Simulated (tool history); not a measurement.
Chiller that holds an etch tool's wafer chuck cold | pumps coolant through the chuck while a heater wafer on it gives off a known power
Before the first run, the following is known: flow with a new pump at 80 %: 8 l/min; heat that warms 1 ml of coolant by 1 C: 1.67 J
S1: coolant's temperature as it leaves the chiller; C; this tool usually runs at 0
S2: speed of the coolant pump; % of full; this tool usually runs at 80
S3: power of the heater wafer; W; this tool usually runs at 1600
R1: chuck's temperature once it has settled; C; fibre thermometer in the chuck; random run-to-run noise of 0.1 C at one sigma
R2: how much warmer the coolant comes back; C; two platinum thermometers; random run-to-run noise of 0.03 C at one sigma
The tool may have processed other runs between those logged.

{"run": 1, "hour": 0.0, "S1": 0, "S2": 80, "S3": 1600, "R1": 20.8, "R2": 7.52}
{"run": 2, "hour": 99.6, "S1": 0, "S2": 96, "S3": 1600, "R1": 18.3, "R2": 6.3}
{"run": 3, "hour": 212.4, "S1": 0, "S2": 96, "S3": 1600, "R1": 18.3, "R2": 6.34}
{"run": 4, "hour": 378.9, "S1": 0, "S2": 96, "S3": 1600, "R1": 18.4, "R2": 6.39}
{"run": 5, "hour": 497.6, "S1": 0, "S2": 80, "S3": 1600, "R1": 21.0, "R2": 7.58}
{"run": 6, "hour": 652.1, "S1": 0, "S2": 80, "S3": 1600, "R1": 21.0, "R2": 7.57}
{"run": 7, "hour": 857.0, "S1": 0, "S2": 80, "S3": 1600, "R1": 21.0, "R2": 7.63}
{"run": 8, "hour": 995.9, "S1": 0, "S2": 80, "S3": 1600, "R1": 21.0, "R2": 7.73}
{"run": 9, "hour": 1198.4, "S1": 0, "S2": 80, "S3": 1600, "R1": 21.1, "R2": 7.66}
{"run": 10, "hour": 1314.3, "S1": 0, "S2": 82, "S3": 1600, "R1": 20.9, "R2": 7.43}
{"run": 11, "hour": 1400.9, "S1": 0, "S2": 82, "S3": 1600, "R1": 20.9, "R2": 7.54}
{"run": 12, "hour": 1582.2, "S1": 0, "S2": 82, "S3": 1600, "R1": 20.9, "R2": 7.5}
{"run": 13, "hour": 1673.6, "S1": 0, "S2": 82, "S3": 1600, "R1": 20.9, "R2": 7.54}
{"run": 14, "hour": 1857.3, "S1": 0, "S2": 82, "S3": 1600, "R1": 20.9, "R2": 7.51}
{"run": 15, "hour": 1978.5, "S1": -3, "S2": 80, "S3": 1600, "R1": 18.4, "R2": 7.69}
{"run": 16, "hour": 2119.4, "S1": -3, "S2": 80, "S3": 1600, "R1": 18.3, "R2": 7.72}
{"run": 17, "hour": 2303.1, "S1": 3, "S2": 69, "S3": 1548, "R1": 26.0, "R2": 8.65}
{"run": 18, "hour": 2447.0, "S1": 4, "S2": 70, "S3": 1529, "R1": 26.5, "R2": 8.46}
{"run": 19, "hour": 2647.9, "S1": -5, "S2": 77, "S3": 2205, "R1": 25.6, "R2": 11.1}
{"run": 20, "hour": 2772.4, "S1": -5, "S2": 99, "S3": 1030, "R1": 6.8, "R2": 4.11}
{"run": 21, "hour": 2895.8, "S1": 8, "S2": 80, "S3": 1408, "R1": 27.0, "R2": 6.81}
{"hour": 2918.7, "done": "coolant pump overhauled"}
{"run": 22, "hour": 3090.1, "S1": 0, "S2": 61, "S3": 1600, "R1": 27.2, "R2": 10.69}
{"run": 23, "hour": 3244.2, "S1": 0, "S2": 80, "S3": 1272, "R1": 17.8, "R2": 6.54}
{"run": 24, "hour": 3368.1, "S1": 0, "S2": 80, "S3": 1272, "R1": 17.8, "R2": 6.56}
{"run": 25, "hour": 3580.5, "S1": -5, "S2": 80, "S3": 1600, "R1": 17.6, "R2": 8.29}
{"run": 26, "hour": 3673.2, "S1": -1, "S2": 80, "S3": 1600, "R1": 21.8, "R2": 8.21}
{"run": 27, "hour": 3841.3, "S1": -1, "S2": 80, "S3": 1600, "R1": 21.7, "R2": 8.3}
{"hour": 3861.4, "done": "coolant pump overhauled, once more"}
{"run": 28, "hour": 3950.0, "S1": 2, "S2": 70, "S3": 1600, "R1": 24.8, "R2": 8.29}
{"run": 29, "hour": 4157.4, "S1": 10, "S2": 80, "S3": 1600, "R1": 30.5, "R2": 7.27}

For run 30, what comes out?
{"run": 30, "hour": 4301.9, "S1": 10, "S2": 80, "S3": 1600, "R1": "?", "R2": "?"}

{"run 30": {"R1": 30.6, "R2": 7.28}}
With the hidden condition absent and the run-to-run variation left alone, this run would have shown R1 29.0 C, R2 7.18 C.

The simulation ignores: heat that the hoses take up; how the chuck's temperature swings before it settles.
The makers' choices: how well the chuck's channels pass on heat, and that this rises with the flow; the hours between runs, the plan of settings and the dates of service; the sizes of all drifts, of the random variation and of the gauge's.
